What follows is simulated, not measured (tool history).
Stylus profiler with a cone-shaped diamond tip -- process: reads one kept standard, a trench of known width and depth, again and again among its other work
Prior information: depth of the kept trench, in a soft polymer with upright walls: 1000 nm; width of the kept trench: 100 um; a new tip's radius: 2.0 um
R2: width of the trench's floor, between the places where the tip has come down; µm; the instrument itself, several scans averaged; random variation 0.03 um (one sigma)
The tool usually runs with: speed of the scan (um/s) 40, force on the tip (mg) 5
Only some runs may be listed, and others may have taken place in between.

run 1 hour=0 | speed_of_the_scan_(um/s)=40 force_on_the_tip_(mg)=5 | depth_of_the_trench_(Å)=10198.6 R2=94.78
run 2 hour=27 | speed_of_the_scan_(um/s)=40 force_on_the_tip_(mg)=5 | depth_of_the_trench_(Å)=10194.4 R2=94.78
run 3 hour=58.6 | speed_of_the_scan_(um/s)=21 force_on_the_tip_(mg)=5 | depth_of_the_trench_(Å)=10203.6 R2=94.76
run 4 hour=92 | speed_of_the_scan_(um/s)=40 force_on_the_tip_(mg)=5 | depth_of_the_trench_(Å)=10199 R2=94.73
run 5 hour=145.5 | speed_of_the_scan_(um/s)=40 force_on_the_tip_(mg)=5 | depth_of_the_trench_(Å)=10202.6 R2=94.69
run 6 hour=191.1 | speed_of_the_scan_(um/s)=40 force_on_the_tip_(mg)=2.56 | depth_of_the_trench_(Å)=10157.3 R2=94.6
run 7 hour=228.6 | speed_of_the_scan_(um/s)=40 force_on_the_tip_(mg)=2.56 | depth_of_the_trench_(Å)=10161.9 R2=94.62
run 8 hour=263.3 | speed_of_the_scan_(um/s)=13 force_on_the_tip_(mg)=7.32 | depth_of_the_trench_(Å)=10246.9 R2=94.77
run 9 hour=307.1 | speed_of_the_scan_(um/s)=93 force_on_the_tip_(mg)=3.68 | depth_of_the_trench_(Å)=10186.1 R2=94.34
run 10 hour=357.6 | speed_of_the_scan_(um/s)=93 force_on_the_tip_(mg)=3.68 | depth_of_the_trench_(Å)=10190.5 R2=94.33
run 11 hour=386.9 | speed_of_the_scan_(um/s)=68 force_on_the_tip_(mg)=7.32 | depth_of_the_trench_(Å)=10249.9 R2=94.47
run 12 hour=440.2 | speed_of_the_scan_(um/s)=52 force_on_the_tip_(mg)=14.68 | depth_of_the_trench_(Å)=10351.7 R2=94.59
run 13 hour=487.7 | speed_of_the_scan_(um/s)=52 force_on_the_tip_(mg)=14.68 | depth_of_the_trench_(Å)=10351.6 R2=94.51
run 14 hour=521 | speed_of_the_scan_(um/s)=119 force_on_the_tip_(mg)=3.03 | depth_of_the_trench_(Å)=10178.1 R2=94.03

Alternative continuations, all from the tool just after run 14; predict every row:
run A hour=544.8 | speed_of_the_scan_(um/s)=20 force_on_the_tip_(mg)=3.3 | depth_of_the_trench_(Å)=? R2=?
run B hour=544.8 | speed_of_the_scan_(um/s)=144 force_on_the_tip_(mg)=12.84 | depth_of_the_trench_(Å)=? R2=?
run C hour=544.8 | speed_of_the_scan_(um/s)=93 force_on_the_tip_(mg)=8.11 | depth_of_the_trench_(Å)=? R2=?
run D hour=544.8 | speed_of_the_scan_(um/s)=63 force_on_the_tip_(mg)=5 | depth_of_the_trench_(Å)=? R2=?
run E hour=544.8 | speed_of_the_scan_(um/s)=136 force_on_the_tip_(mg)=3.03 | depth_of_the_trench_(Å)=? R2=?

run=A depth_of_the_trench_(Å)=10182.4 R2=94.54
run=B depth_of_the_trench_(Å)=10335.3 R2=94.34
run=C depth_of_the_trench_(Å)=10270.4 R2=94.4
run=D depth_of_the_trench_(Å)=10217.1 R2=94.38
run=E depth_of_the_trench_(Å)=10181.8 R2=93.91
Without the tool's unlogged condition, the same runs would have read:
run=A depth_of_the_trench_(Å)=10091.2 R2=96.45
run=B depth_of_the_trench_(Å)=10242.7 R2=96.25
run=C depth_of_the_trench_(Å)=10178.5 R2=96.32
run=D depth_of_the_trench_(Å)=10125.6 R2=96.29
run=E depth_of_the_trench_(Å)=10090.6 R2=95.82

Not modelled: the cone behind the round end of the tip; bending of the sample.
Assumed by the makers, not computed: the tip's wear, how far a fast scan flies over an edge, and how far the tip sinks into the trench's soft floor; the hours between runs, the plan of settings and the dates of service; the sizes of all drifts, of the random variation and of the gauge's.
